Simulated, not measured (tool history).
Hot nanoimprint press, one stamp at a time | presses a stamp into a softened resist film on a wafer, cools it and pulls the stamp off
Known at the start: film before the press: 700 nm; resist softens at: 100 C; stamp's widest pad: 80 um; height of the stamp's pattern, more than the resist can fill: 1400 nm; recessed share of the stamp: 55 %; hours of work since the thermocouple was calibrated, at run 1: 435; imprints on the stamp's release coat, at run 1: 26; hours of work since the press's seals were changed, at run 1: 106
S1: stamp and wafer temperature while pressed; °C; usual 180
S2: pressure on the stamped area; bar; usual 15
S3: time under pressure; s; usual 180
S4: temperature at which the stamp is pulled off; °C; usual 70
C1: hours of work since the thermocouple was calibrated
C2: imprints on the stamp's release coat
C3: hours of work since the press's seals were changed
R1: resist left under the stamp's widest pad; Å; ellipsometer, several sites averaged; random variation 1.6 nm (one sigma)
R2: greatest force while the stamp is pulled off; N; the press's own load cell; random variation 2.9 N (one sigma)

| run | day | S1 | S2 | S3 | S4 | C1 | C2 | C3 | R1 | R2 |
|---|---|---|---|---|---|---|---|---|---|---|
| 1 | 0 | 180 | 15 | 180 | 70 | 435 | 26 | 106 | 3660 | 140 |
| 2 | 0.308 | 180 | 15 | 180 | 70 | 440 | 56 | 110 | 3647 | 137 |
| 3 | 0.692 | 180 | 15 | 180 | 70 | 445 | 93 | 116 | 3667 | 138 |
| 4 | 1.012 | 180 | 15 | 180 | 70 | 450 | 125 | 121 | 3681 | 140 |
| 5 | 1.408 | 180 | 15 | 180 | 70 | 456 | 163 | 127 | 3659 | 137 |
| 6 | 1.85 | 180 | 15 | 180 | 70 | 463 | 207 | 133 | 3670 | 142 |
| 7 | 2.225 | 180 | 15 | 180 | 70 | 468 | 243 | 139 | 3655 | 144 |
| 8 | 2.421 | 180 | 15 | 180 | 70 | 471 | 262 | 142 | 3664 | 146 |
| 9 | 2.85 | 180 | 13.4 | 180 | 70 | 477 | 304 | 148 | 3833 | 146 |
| 10 | 3.242 | 180 | 15 | 177 | 70 | 483 | 342 | 154 | 3718 | 147 |
| 11 | 3.683 | 186 | 15 | 177 | 70 | 490 | 385 | 160 | 2850 | 145 |
| 12 | 3.988 | 186 | 10.5 | 268 | 69 | 494 | 415 | 165 | 2844 | 146 |
| 13 | 4.288 | 186 | 10.5 | 268 | 69 | 499 | 445 | 169 | 2851 | 153 |
| 14 | 4.546 | 180 | 15 | 131 | 62 | 503 | 470 | 173 | 4055 | 157 |
| 15 | 4.912 | 180 | 13.7 | 337 | 70 | 508 | 506 | 179 | 3012 | 152 |
| 16 | 5.129 | 182 | 13.3 | 136 | 60 | 511 | 527 | 182 | 3894 | 163 |
| 17 | 5.321 | 182 | 13.3 | 136 | 60 | 514 | 546 | 185 | 3859 | 172 |
| 18 | 5.696 | 182 | 13.3 | 136 | 60 | 520 | 582 | 190 | 3901 | 166 |
| 19 | 6.125 | 173 | 20.1 | 136 | 57 | 526 | 624 | 196 | 4736 | 175 |
| 20 | 6.375 | 189 | 19.3 | 206 | 65 | 530 | 649 | 200 | 2071 | 159 |
| 21 | 6.8 | 189 | 19.3 | 206 | 65 | 536 | 690 | 207 | 2094 | 163 |

5 ways to go on from here, each from the tool as it stands after run 21. What would each give?
| A | 7.079 | 178 | 15 | 125 | 72 | 540 | 717 | 211 | ? | ? |
| B | 7.079 | 184 | 14.4 | 180 | 61 | 540 | 717 | 211 | ? | ? |
| C | 7.079 | 180 | 11 | 92 | 70 | 540 | 717 | 211 | ? | ? |
| D | 7.079 | 172 | 17.1 | 206 | 60 | 540 | 717 | 211 | ? | ? |
| E | 7.079 | 180 | 12.3 | 96 | 61 | 540 | 717 | 211 | ? | ? |

| run | R1 | R2 |
|---|---|---|
| A | 4390 | 160 |
| B | 3155 | 173 |
| C | 4969 | 153 |
| D | 4594 | 170 |
| E | 4775 | 175 |
Without the tool's hidden state the same runs would have given:
| run | R1 | R2 |
|---|---|---|
| A | 4534 | 141 |
| B | 3281 | 151 |
| C | 5104 | 134 |
| D | 4751 | 149 |
| E | 4915 | 153 |
